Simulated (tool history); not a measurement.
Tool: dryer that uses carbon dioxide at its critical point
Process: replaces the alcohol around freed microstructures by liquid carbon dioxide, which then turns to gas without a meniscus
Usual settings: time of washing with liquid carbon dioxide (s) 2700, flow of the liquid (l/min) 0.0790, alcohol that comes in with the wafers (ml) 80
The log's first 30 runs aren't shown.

| run | hour | time of washing with liquid carbon dioxide (s) | flow of the liquid (l/min) | alcohol that comes in with the wafers (ml) | alcohol left in the vessel before it's heated (ppm by volume) |
|---|---|---|---|---|---|
| 31 | 1405.8 | 2700 | 0.1180 | 69 | 87 |
| 32 | 1443.6 | 2760 | 0.0790 | 37 | 233 |
| 33 | 1504.0 | 2760 | 0.0778 | 36 | 264 |
|  | 1526.8 | inlet filter changed |
| 34 | 1558.6 | 2700 | 0.0594 | 80 | 1033 |
|  | 1583.9 | purifier's bed changed |
| 35 | 1592.5 | 2700 | 0.0955 | 80 | 64 |
| 36 | 1637.6 | 3360 | 0.1044 | 117 | 13 |
| 37 | 1672.2 | 3360 | 0.1044 | 117 | 13 |
| 38 | 1711.6 | 3360 | 0.0540 | 27 | 216 |
| 39 | 1743.5 | 3360 | 0.0540 | 27 | 239 |
| 40 | 1793.8 | 3360 | 0.0754 | 34 | 48 |
| 41 | 1855.5 | 2280 | 0.0596 | 80 | 3038 |

The next listed run, before its measurement:
| 42 | 1885.0 | 2280 | 0.0596 | 80 | ? |

Run 42 gave alcohol left in the vessel before it's heated (ppm by volume) 3053.
Without the tool's hidden state the same run would have given alcohol left in the vessel before it's heated (ppm by volume) 1995.

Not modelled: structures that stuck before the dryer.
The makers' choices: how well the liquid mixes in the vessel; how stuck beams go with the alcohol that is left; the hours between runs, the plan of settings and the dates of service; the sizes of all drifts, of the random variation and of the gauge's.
